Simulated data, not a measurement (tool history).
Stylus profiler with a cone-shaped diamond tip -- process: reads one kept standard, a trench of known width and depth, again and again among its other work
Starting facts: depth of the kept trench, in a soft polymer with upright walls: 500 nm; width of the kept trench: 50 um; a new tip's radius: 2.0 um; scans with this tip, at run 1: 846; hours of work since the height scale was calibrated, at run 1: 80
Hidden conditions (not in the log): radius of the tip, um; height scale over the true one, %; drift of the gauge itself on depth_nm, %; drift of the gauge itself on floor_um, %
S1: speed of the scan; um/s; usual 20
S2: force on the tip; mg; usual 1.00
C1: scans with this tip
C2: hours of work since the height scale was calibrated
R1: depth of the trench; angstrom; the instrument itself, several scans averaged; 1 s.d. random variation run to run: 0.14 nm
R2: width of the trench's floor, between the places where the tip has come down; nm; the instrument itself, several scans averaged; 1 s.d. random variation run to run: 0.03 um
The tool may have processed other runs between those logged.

{"run": 1, "hour": 0.0, "S1": 20, "S2": 1.0, "C1": 846, "C2": 80, "R1": 5030.8, "R2": 47110}
{"run": 2, "hour": 53.8, "S1": 20, "S2": 1.0, "C1": 1224, "C2": 116, "R1": 5031.1, "R2": 47110}
{"run": 3, "hour": 106.8, "S1": 20, "S2": 1.0, "C1": 1597, "C2": 152, "R1": 5029.4, "R2": 47090}
{"run": 4, "hour": 150.0, "S1": 20, "S2": 1.1, "C1": 1901, "C2": 180, "R1": 5029.8, "R2": 47030}
{"run": 5, "hour": 202.8, "S1": 20, "S2": 1.1, "C1": 2271, "C2": 216, "R1": 5028.9, "R2": 47040}
{"run": 6, "hour": 228.5, "S1": 20, "S2": 0.93, "C1": 2452, "C2": 233, "R1": 5027.2, "R2": 46990}
{"run": 7, "hour": 254.9, "S1": 7, "S2": 0.93, "C1": 2637, "C2": 250, "R1": 5026.8, "R2": 47070}
{"run": 8, "hour": 312.3, "S1": 7, "S2": 0.93, "C1": 3040, "C2": 289, "R1": 5024.0, "R2": 46980}
{"run": 9, "hour": 342.7, "S1": 7, "S2": 0.93, "C1": 3254, "C2": 309, "R1": 5025.9, "R2": 46970}
{"run": 10, "hour": 402.6, "S1": 53, "S2": 0.93, "C1": 3675, "C2": 349, "R1": 5025.2, "R2": 46630}
{"run": 11, "hour": 442.1, "S1": 20, "S2": 0.55, "C1": 3952, "C2": 375, "R1": 5015.2, "R2": 46720}
{"run": 12, "hour": 472.2, "S1": 20, "S2": 0.55, "C1": 4164, "C2": 395, "R1": 5014.7, "R2": 46690}
{"run": 13, "hour": 516.5, "S1": 20, "S2": 1.0, "C1": 4475, "C2": 425, "R1": 5024.2, "R2": 46780}
{"run": 14, "hour": 577.0, "S1": 16, "S2": 1.99, "C1": 4900, "C2": 465, "R1": 5040.5, "R2": 46780}
{"run": 15, "hour": 620.0, "S1": 6, "S2": 0.77, "C1": 5202, "C2": 494, "R1": 5016.4, "R2": 46730}
{"run": 16, "hour": 668.6, "S1": 6, "S2": 0.77, "C1": 5544, "C2": 526, "R1": 5017.4, "R2": 46740}
{"run": 17, "hour": 728.9, "S1": 27, "S2": 1.0, "C1": 5967, "C2": 566, "R1": 5018.4, "R2": 46490}
{"run": 18, "hour": 765.3, "S1": 27, "S2": 1.0, "C1": 6223, "C2": 591, "R1": 5020.6, "R2": 46520}
{"run": 19, "hour": 824.4, "S1": 62, "S2": 0.41, "C1": 6638, "C2": 630, "R1": 5006.5, "R2": 46000}
{"run": 20, "hour": 855.8, "S1": 62, "S2": 0.41, "C1": 6858, "C2": 651, "R1": 5004.2, "R2": 46030}
{"run": 21, "hour": 917.9, "S1": 62, "S2": 0.41, "C1": 7295, "C2": 692, "R1": 5008.3, "R2": 45930}
{"run": 22, "hour": 967.9, "S1": 11, "S2": 0.99, "C1": 7646, "C2": 726, "R1": 5019.7, "R2": 46530}

Run 23, settings as shown, results not yet in. Your forecast:
{"run": 23, "hour": 1002.9, "S1": 15, "S2": 0.37, "C1": 7892, "C2": 749, "R1": "?", "R2": "?"}

R1: 5005.5 angstrom
R2: 46420 nm
Without the tool's hidden state the same run would have given R1 5017.2 angstrom, R2 47210 nm.
